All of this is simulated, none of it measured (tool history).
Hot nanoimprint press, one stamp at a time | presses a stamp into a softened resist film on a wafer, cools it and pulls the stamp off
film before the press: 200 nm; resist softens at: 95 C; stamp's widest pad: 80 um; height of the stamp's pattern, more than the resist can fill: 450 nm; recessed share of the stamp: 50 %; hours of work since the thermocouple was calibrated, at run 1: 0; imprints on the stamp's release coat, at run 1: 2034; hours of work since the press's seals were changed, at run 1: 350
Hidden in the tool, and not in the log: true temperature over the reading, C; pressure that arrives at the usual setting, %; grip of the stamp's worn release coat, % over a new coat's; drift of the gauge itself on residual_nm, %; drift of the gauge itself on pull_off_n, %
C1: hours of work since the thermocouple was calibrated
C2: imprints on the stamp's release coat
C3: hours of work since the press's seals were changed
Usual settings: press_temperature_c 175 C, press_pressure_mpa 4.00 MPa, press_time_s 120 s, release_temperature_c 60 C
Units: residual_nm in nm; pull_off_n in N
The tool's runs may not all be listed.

run 1 hour=0.0 | press_temperature_c=175 press_pressure_mpa=4.00 press_time_s=120 release_temperature_c=60 | C1=0 C2=2034 C3=350 | residual_nm=95.2 pull_off_n=292
run 2 hour=63.4 | press_temperature_c=175 press_pressure_mpa=4.00 press_time_s=120 release_temperature_c=60 | C1=30 C2=2261 C3=380 | residual_nm=96.5 pull_off_n=301
run 3 hour=107.5 | press_temperature_c=175 press_pressure_mpa=4.00 press_time_s=120 release_temperature_c=60 | C1=51 C2=2418 C3=401 | residual_nm=95.8 pull_off_n=308
-- hour=135.0 stamp cleaned and given a new release coat
run 4 hour=156.7 | press_temperature_c=184 press_pressure_mpa=4.00 press_time_s=120 release_temperature_c=60 | C1=71 C2=78 C3=422 | residual_nm=74.0 pull_off_n=165
run 5 hour=214.4 | press_temperature_c=184 press_pressure_mpa=4.00 press_time_s=120 release_temperature_c=60 | C1=99 C2=284 C3=449 | residual_nm=73.9 pull_off_n=183
run 6 hour=244.9 | press_temperature_c=184 press_pressure_mpa=4.00 press_time_s=120 release_temperature_c=60 | C1=113 C2=393 C3=464 | residual_nm=74.6 pull_off_n=191
run 7 hour=286.0 | press_temperature_c=184 press_pressure_mpa=4.00 press_time_s=120 release_temperature_c=60 | C1=133 C2=540 C3=483 | residual_nm=74.7 pull_off_n=193
run 8 hour=319.6 | press_temperature_c=175 press_pressure_mpa=5.84 press_time_s=120 release_temperature_c=60 | C1=149 C2=661 C3=499 | residual_nm=81.5 pull_off_n=199
run 9 hour=382.3 | press_temperature_c=175 press_pressure_mpa=5.84 press_time_s=120 release_temperature_c=60 | C1=179 C2=885 C3=529 | residual_nm=81.0 pull_off_n=209
run 10 hour=439.6 | press_temperature_c=175 press_pressure_mpa=5.84 press_time_s=120 release_temperature_c=60 | C1=206 C2=1090 C3=556 | residual_nm=82.3 pull_off_n=228
run 11 hour=470.8 | press_temperature_c=175 press_pressure_mpa=5.84 press_time_s=120 release_temperature_c=60 | C1=221 C2=1201 C3=571 | residual_nm=82.9 pull_off_n=235
run 12 hour=503.8 | press_temperature_c=175 press_pressure_mpa=4.00 press_time_s=237 release_temperature_c=60 | C1=236 C2=1320 C3=586 | residual_nm=74.8 pull_off_n=243
run 13 hour=563.5 | press_temperature_c=175 press_pressure_mpa=4.00 press_time_s=237 release_temperature_c=60 | C1=265 C2=1533 C3=615 | residual_nm=76.9 pull_off_n=259
run 14 hour=626.5 | press_temperature_c=175 press_pressure_mpa=4.00 press_time_s=120 release_temperature_c=60 | C1=294 C2=1759 C3=645 | residual_nm=97.8 pull_off_n=277
run 15 hour=653.6 | press_temperature_c=174 press_pressure_mpa=4.00 press_time_s=120 release_temperature_c=60 | C1=307 C2=1856 C3=657 | residual_nm=100.0 pull_off_n=273
run 16 hour=682.2 | press_temperature_c=172 press_pressure_mpa=4.00 press_time_s=120 release_temperature_c=53 | C1=321 C2=1958 C3=671 | residual_nm=105.5 pull_off_n=308
run 17 hour=724.6 | press_temperature_c=172 press_pressure_mpa=4.00 press_time_s=120 release_temperature_c=53 | C1=341 C2=2110 C3=691 | residual_nm=107.3 pull_off_n=309
run 18 hour=765.4 | press_temperature_c=175 press_pressure_mpa=5.00 press_time_s=103 release_temperature_c=60 | C1=360 C2=2255 C3=711 | residual_nm=94.5 pull_off_n=304
run 19 hour=797.5 | press_temperature_c=175 press_pressure_mpa=5.00 press_time_s=103 release_temperature_c=60 | C1=376 C2=2371 C3=726 | residual_nm=94.2 pull_off_n=305
-- hour=837.4 stamp cleaned and given a new release coat
run 20 hour=841.5 | press_temperature_c=175 press_pressure_mpa=5.00 press_time_s=77 release_temperature_c=64 | C1=394 C2=14 C3=744 | residual_nm=105.7 pull_off_n=156
run 21 hour=879.8 | press_temperature_c=174 press_pressure_mpa=3.32 press_time_s=77 release_temperature_c=64 | C1=412 C2=152 C3=762 | residual_nm=127.2 pull_off_n=159
run 22 hour=936.9 | press_temperature_c=176 press_pressure_mpa=3.32 press_time_s=90 release_temperature_c=45 | C1=439 C2=356 C3=789 | residual_nm=115.0 pull_off_n=242
run 23 hour=999.3 | press_temperature_c=172 press_pressure_mpa=3.54 press_time_s=156 release_temperature_c=60 | C1=468 C2=579 C3=819 | residual_nm=105.5 pull_off_n=210
run 24 hour=1059.2 | press_temperature_c=172 press_pressure_mpa=3.54 press_time_s=61 release_temperature_c=60 | C1=497 C2=793 C3=847 | residual_nm=137.5 pull_off_n=212

Run 25 comes next. What will it give?
run 25 hour=1090.5 | press_temperature_c=181 press_pressure_mpa=4.97 press_time_s=120 release_temperature_c=60 | C1=512 C2=905 C3=862 | residual_nm=? pull_off_n=?

residual_nm: 77.5 nm
pull_off_n: 217 N
Without the tool's hidden state the same run would have given residual_nm 70.5 nm, pull_off_n 161 N.
